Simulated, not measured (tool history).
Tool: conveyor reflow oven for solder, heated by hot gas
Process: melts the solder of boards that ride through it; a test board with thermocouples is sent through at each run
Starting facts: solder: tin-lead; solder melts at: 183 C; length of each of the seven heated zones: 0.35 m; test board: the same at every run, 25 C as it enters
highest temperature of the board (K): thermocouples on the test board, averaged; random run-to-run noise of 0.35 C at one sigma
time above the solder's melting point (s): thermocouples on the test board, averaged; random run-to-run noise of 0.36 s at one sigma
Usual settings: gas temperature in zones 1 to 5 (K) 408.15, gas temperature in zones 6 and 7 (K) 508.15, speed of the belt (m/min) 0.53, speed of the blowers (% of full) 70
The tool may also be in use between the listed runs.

run	hour	gas temperature in zones 1 to 5 (K)	gas temperature in zones 6 and 7 (K)	speed of the belt (m/min)	speed of the blowers (% of full)	highest temperature of the board (K)	time above the solder's melting point (s)
1	0	408.15	508.15	0.53	70	489.75	57.5
2	13.5	408.15	508.15	0.53	87	492.95	60.7
3	38.1	408.15	508.15	0.63	70	483.45	42.4
4	55	408.15	508.15	0.53	70	489.65	57.5
5	77.1	408.15	508.15	0.623	70	484.05	43.7
6	100.1	408.15	508.15	0.623	70	484.35	42.7
7	112.1	408.15	508.15	0.623	70	484.05	43.7
8	128.1	412.15	508.15	0.53	70	490.35	59.4
9	145.2	412.15	508.15	0.53	70	489.65	59.1
10	168.7	412.15	508.15	0.53	70	490.05	59.3
11	187.9	412.15	508.15	0.53	70	490.05	59.7
12	205.9	412.15	508.15	0.53	70	489.95	59.3
13	224.1	408.15	508.15	0.53	51	483.55	51.7
14	235.1	408.15	508.15	0.53	51	484.25	51.7
15	259.5	408.15	508.15	0.53	51	483.65	51.1
16	274.4	397.15	508.15	0.627	70	479.65	37.3
17	285.1	416.15	508.15	0.53	56	486.25	57.8
18	308.5	416.15	508.15	0.53	56	486.55	58.1
19	329.4	411.15	520.15	0.501	70	501.35	71.3
20	340.1	403.15	504.15	0.629	56	473.95	30.6
21	356.5	403.15	504.15	0.629	56	473.55	30.3
22	373.1	403.15	504.15	0.629	56	473.85	30.6
23	384	403.15	504.15	0.629	56	473.65	30.1
24	401.5	403.15	504.15	0.629	56	473.95	30.2
25	421.9	404.15	503.15	0.527	58	480.75	47.4

Below, some changes in highest temperature of the board (K) between adjacent runs. For each, the amount present without the hidden state too (settings, incoming material, random variation) and the amount remaining for the hidden state with gauge scatter not shared by both compared results:
Hidden state present: heat that the gas passes to the board, % of a clean oven's; belt's true speed, % of the reading; true gas temperature in zones 6 and 7 over the reading, C; drift of the gauge itself on peak_c, C; drift of the gauge itself on liquid_s, %.
Run 15 -> 16: gas temperature in zones 1 to 5 (K) 408.15 -> 397.15, speed of the belt (m/min) 0.53 -> 0.627, speed of the blowers (% of full) 51 -> 70. highest temperature of the board (K) -4: hidden state -0.5, all else -3.5.
Run 16 -> 17: gas temperature in zones 1 to 5 (K) 397.15 -> 416.15, speed of the belt (m/min) 0.627 -> 0.53, speed of the blowers (% of full) 70 -> 56. highest temperature of the board (K) +6.6: hidden state +0.4, all else +6.2.
Run 18 -> 19: gas temperature in zones 1 to 5 (K) 416.15 -> 411.15, gas temperature in zones 6 and 7 (K) 508.15 -> 520.15, speed of the belt (m/min) 0.53 -> 0.501, speed of the blowers (% of full) 56 -> 70. highest temperature of the board (K) +14.8: hidden state -0.3, all else +15.1.
Run 19 -> 20: gas temperature in zones 1 to 5 (K) 411.15 -> 403.15, gas temperature in zones 6 and 7 (K) 520.15 -> 504.15, speed of the belt (m/min) 0.501 -> 0.629, speed of the blowers (% of full) 70 -> 56. highest temperature of the board (K) -27.4: hidden state +0, all else -27.4.
